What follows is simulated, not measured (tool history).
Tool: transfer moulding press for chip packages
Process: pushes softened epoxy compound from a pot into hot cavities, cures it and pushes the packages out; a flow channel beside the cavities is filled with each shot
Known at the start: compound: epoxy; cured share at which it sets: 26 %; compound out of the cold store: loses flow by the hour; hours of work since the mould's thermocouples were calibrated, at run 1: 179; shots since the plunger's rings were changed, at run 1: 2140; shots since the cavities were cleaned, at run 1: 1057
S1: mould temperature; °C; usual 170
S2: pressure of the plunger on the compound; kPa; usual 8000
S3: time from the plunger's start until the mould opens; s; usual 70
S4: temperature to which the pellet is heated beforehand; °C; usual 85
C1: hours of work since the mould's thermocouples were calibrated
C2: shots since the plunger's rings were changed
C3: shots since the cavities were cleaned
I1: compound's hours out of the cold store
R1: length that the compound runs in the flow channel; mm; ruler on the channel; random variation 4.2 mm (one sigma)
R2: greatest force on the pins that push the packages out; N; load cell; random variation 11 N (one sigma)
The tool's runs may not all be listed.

Run 1, hour 0.0: usual settings; C1 179; C2 2140; C3 1057; I1 16.3. Result: R1 913 mm, R2 885 N.
At hour 6.4: cavities cleaned with cleaning compound and waxed.
Run 2, hour 12.3: usual settings; C1 184; C2 2249; C3 60; I1 44.5. Result: R1 831 mm, R2 556 N.
Run 3, hour 20.5: usual settings; C1 188; C2 2331; C3 142; I1 20.6. Result: R1 892 mm, R2 581 N.
Run 4, hour 28.9: usual settings; C1 192; C2 2416; C3 227; I1 13.6. Result: R1 916 mm, R2 671 N.
Run 5, hour 37.5: usual settings; C1 196; C2 2502; C3 313; I1 25.7. Result: R1 883 mm, R2 689 N.
Run 6, hour 44.5: usual settings; C1 199; C2 2573; C3 384; I1 34.7. Result: R1 856 mm, R2 714 N.
Run 7, hour 54.6: usual settings; C1 204; C2 2674; C3 485; I1 32.8. Result: R1 854 mm, R2 740 N.
Run 8, hour 62.5: usual settings; C1 207; C2 2754; C3 565; I1 9.5. Result: R1 928 mm, R2 797 N.
Run 9, hour 68.8: usual settings; C1 210; C2 2817; C3 628; I1 15.1. Result: R1 903 mm, R2 816 N.
Run 10, hour 79.2: usual settings but S1 177 °C; C1 215; C2 2923; C3 734; I1 44.4. Result: R1 792 mm, R2 686 N.
Run 11, hour 90.0: usual settings but S4 87 °C; C1 220; C2 3030; C3 841; I1 8.5. Result: R1 919 mm, R2 855 N.
Run 12, hour 99.8: usual settings; C1 225; C2 3130; C3 941; I1 32.3. Result: R1 851 mm, R2 825 N.
Run 13, hour 110.2: usual settings; C1 230; C2 3234; C3 1045; I1 20.2. Result: R1 879 mm, R2 876 N.
At hour 113.3: mould's thermocouples calibrated.
At hour 119.2: cavities cleaned with cleaning compound and waxed.
Run 14, hour 126.3: usual settings; C1 5; C2 3361; C3 72; I1 39.0. Result: R1 832 mm, R2 558 N.
Run 15, hour 138.4: usual settings; C1 11; C2 3483; C3 194; I1 29.5. Result: R1 854 mm, R2 612 N.
Run 16, hour 149.2: usual settings; C1 16; C2 3592; C3 303; I1 19.6. Result: R1 871 mm, R2 663 N.
Run 17, hour 160.4: usual settings but S1 169 °C, S3 69 s; C1 21; C2 3704; C3 415; I1 35.8. Result: R1 833 mm, R2 766 N.
Run 18, hour 166.1: usual settings but S1 169 °C, S3 69 s, S4 92 °C; C1 24; C2 3761; C3 472; I1 13.4. Result: R1 896 mm, R2 818 N.
At hour 178.8: mould's thermocouples calibrated, once more.
Run 19, hour 180.8: usual settings but S1 169 °C, S3 69 s, S4 92 °C; C1 1; C2 3889; C3 600; I1 26.3. Result: R1 865 mm, R2 895 N.
Run 20, hour 192.5: usual settings but S1 169 °C, S3 69 s, S4 92 °C; C1 6; C2 4008; C3 719; I1 25.1. Result: R1 867 mm, R2 857 N.
Run 21, hour 201.0: usual settings but S2 9920 kPa; C1 10; C2 4093; C3 804; I1 26.3. Result: R1 962 mm, R2 866 N.
Run 22, hour 211.1: usual settings but S1 177 °C, S2 6660 kPa, S3 76 s, S4 76 °C; C1 15; C2 4195; C3 906; I1 26.6. Result: R1 758 mm, R2 709 N.
Run 23, hour 222.5: usual settings but S1 167 °C, S2 6660 kPa, S3 75 s; C1 21; C2 4310; C3 1021; I1 21.0. Result: R1 806 mm, R2 932 N.
At hour 232.2: cavities cleaned with cleaning compound and waxed.
Run 24, hour 235.1: usual settings but S2 6290 kPa, S3 103 s; C1 26; C2 4422; C3 30; I1 27.9. Result: R1 748 mm, R2 446 N.
Run 25, hour 248.2: usual settings but S2 6290 kPa, S3 103 s; C1 32; C2 4553; C3 161; I1 41.6. Result: R1 720 mm, R2 507 N.
Run 26, hour 257.6: usual settings but S2 9410 kPa; C1 36; C2 4648; C3 256; I1 45.4. Result: R1 870 mm, R2 664 N.
Run 27, hour 270.5: usual settings but S1 175 °C, S3 54 s, S4 82 °C; C1 42; C2 4778; C3 386; I1 15.9. Result: R1 861 mm, R2 817 N.
Run 28, hour 281.9: usual settings but S1 175 °C, S3 54 s, S4 82 °C; C1 48; C2 4892; C3 500; I1 33.1. Result: R1 810 mm, R2 875 N.
Run 29, hour 294.1: usual settings but S1 165 °C, S2 9910 kPa, S3 91 s; C1 54; C2 5016; C3 624; I1 22.1. Result: R1 983 mm, R2 730 N.

Forecast each of these 3 alternatives for the next run:
Run A, hour 299.8: usual settings; C1 56; C2 5072; C3 680; I1 28.2. Result: R1 ?, R2 ?.
Run B, hour 299.8: usual settings but S2 7960 kPa; C1 56; C2 5072; C3 680; I1 40.6. Result: R1 ?, R2 ?.
Run C, hour 299.8: usual settings but S1 165 °C, S3 91 s, S4 83 °C; C1 56; C2 5072; C3 680; I1 32.9. Result: R1 ?, R2 ?.

run   R1   R2
  A  838  817
  B  803  832
  C  864  754
Without the tool's hidden state the same runs would have given:
run   R1   R2
  A  901  522
  B  864  531
  C  929  480
